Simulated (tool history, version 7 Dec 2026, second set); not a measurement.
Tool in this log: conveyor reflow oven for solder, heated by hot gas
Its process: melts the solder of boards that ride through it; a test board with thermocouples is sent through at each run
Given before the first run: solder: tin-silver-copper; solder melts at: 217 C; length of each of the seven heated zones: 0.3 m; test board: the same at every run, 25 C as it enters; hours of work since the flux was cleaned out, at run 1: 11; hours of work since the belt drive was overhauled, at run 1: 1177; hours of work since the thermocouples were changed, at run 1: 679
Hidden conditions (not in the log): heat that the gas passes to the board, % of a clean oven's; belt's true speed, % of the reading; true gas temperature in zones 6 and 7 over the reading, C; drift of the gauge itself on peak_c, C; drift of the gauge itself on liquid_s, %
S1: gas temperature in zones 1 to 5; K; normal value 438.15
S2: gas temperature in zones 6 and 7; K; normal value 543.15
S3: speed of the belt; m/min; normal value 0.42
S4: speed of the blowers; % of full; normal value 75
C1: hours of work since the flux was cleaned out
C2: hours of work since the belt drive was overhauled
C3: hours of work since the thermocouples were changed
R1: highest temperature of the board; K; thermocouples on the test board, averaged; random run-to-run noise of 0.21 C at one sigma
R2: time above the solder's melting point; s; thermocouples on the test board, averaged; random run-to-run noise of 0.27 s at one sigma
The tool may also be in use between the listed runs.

{"run": 1, "hour": 0.0, "S1": 438.15, "S2": 543.15, "S3": 0.42, "S4": 75, "C1": 11, "C2": 1177, "C3": 679, "R1": 530.55, "R2": 66.6}
{"run": 2, "hour": 42.3, "S1": 438.15, "S2": 543.15, "S3": 0.42, "S4": 58, "C1": 43, "C2": 1210, "C3": 711, "R1": 525.35, "R2": 60}
{"run": 3, "hour": 72.5, "S1": 438.15, "S2": 543.15, "S3": 0.42, "S4": 58, "C1": 67, "C2": 1233, "C3": 734, "R1": 525.55, "R2": 60.6}
{"hour": 95.7, "done": "belt drive overhauled, speed set with a stopwatch"}
{"run": 4, "hour": 99.2, "S1": 438.15, "S2": 543.15, "S3": 0.42, "S4": 58, "C1": 84, "C2": 3, "C3": 752, "R1": 525.65, "R2": 60.5}
{"run": 5, "hour": 123.4, "S1": 438.15, "S2": 543.15, "S3": 0.42, "S4": 58, "C1": 103, "C2": 21, "C3": 771, "R1": 525.05, "R2": 60.2}
{"run": 6, "hour": 157.5, "S1": 438.15, "S2": 543.15, "S3": 0.42, "S4": 58, "C1": 129, "C2": 48, "C3": 797, "R1": 525.45, "R2": 60.2}
{"run": 7, "hour": 174.8, "S1": 438.15, "S2": 543.15, "S3": 0.42, "S4": 67, "C1": 142, "C2": 61, "C3": 810, "R1": 528.35, "R2": 63.5}
{"run": 8, "hour": 200.5, "S1": 438.15, "S2": 543.15, "S3": 0.42, "S4": 67, "C1": 162, "C2": 81, "C3": 830, "R1": 528.25, "R2": 64}
{"run": 9, "hour": 228.5, "S1": 426.15, "S2": 543.15, "S3": 0.39, "S4": 67, "C1": 184, "C2": 102, "C3": 851, "R1": 529.05, "R2": 65.9}
{"hour": 252.6, "done": "thermocouples of zones 6 and 7 changed"}
{"run": 10, "hour": 265.1, "S1": 434.15, "S2": 538.15, "S3": 0.372, "S4": 66, "C1": 210, "C2": 129, "C3": 10, "R1": 525.95, "R2": 70}
{"run": 11, "hour": 302.2, "S1": 434.15, "S2": 538.15, "S3": 0.372, "S4": 66, "C1": 239, "C2": 158, "C3": 38, "R1": 526.25, "R2": 70}
{"hour": 336.3, "done": "flux residue cleaned out of gas plates and filters"}
{"run": 12, "hour": 336.8, "S1": 452.15, "S2": 546.15, "S3": 0.49, "S4": 66, "C1": 0, "C2": 180, "C3": 61, "R1": 527.55, "R2": 57.9}
{"run": 13, "hour": 364.9, "S1": 444.15, "S2": 543.15, "S3": 0.373, "S4": 75, "C1": 22, "C2": 202, "C3": 83, "R1": 533.95, "R2": 80.1}
{"run": 14, "hour": 383.8, "S1": 444.15, "S2": 542.15, "S3": 0.373, "S4": 74, "C1": 37, "C2": 216, "C3": 97, "R1": 533.25, "R2": 79.4}
{"run": 15, "hour": 406.8, "S1": 444.15, "S2": 542.15, "S3": 0.373, "S4": 74, "C1": 54, "C2": 234, "C3": 115, "R1": 533.15, "R2": 78.9}

What if the next run were any one of these 4? Each begins from the tool's condition after run 15:
{"run": "A", "hour": 430.0, "S1": 438.15, "S2": 543.15, "S3": 0.378, "S4": 75, "C1": 72, "C2": 252, "C3": 133, "R1": "?", "R2": "?"}
{"run": "B", "hour": 430.0, "S1": 444.15, "S2": 542.15, "S3": 0.373, "S4": 53, "C1": 72, "C2": 252, "C3": 133, "R1": "?", "R2": "?"}
{"run": "C", "hour": 430.0, "S1": 434.15, "S2": 542.15, "S3": 0.373, "S4": 74, "C1": 72, "C2": 252, "C3": 133, "R1": "?", "R2": "?"}
{"run": "D", "hour": 430.0, "S1": 450.15, "S2": 543.15, "S3": 0.42, "S4": 75, "C1": 72, "C2": 252, "C3": 133, "R1": "?", "R2": "?"}

run=A R1=533.45 R2=76.2
run=B R1=527.25 R2=72.4
run=C R1=531.95 R2=75.4
run=D R1=531.85 R2=71.2
Take away the tool's hidden state, keep each run's random variation, and the runs would have read:
run=A R1=533.45 R2=76.2
run=B R1=527.25 R2=72.4
run=C R1=532.05 R2=75.4
run=D R1=531.85 R2=71.2
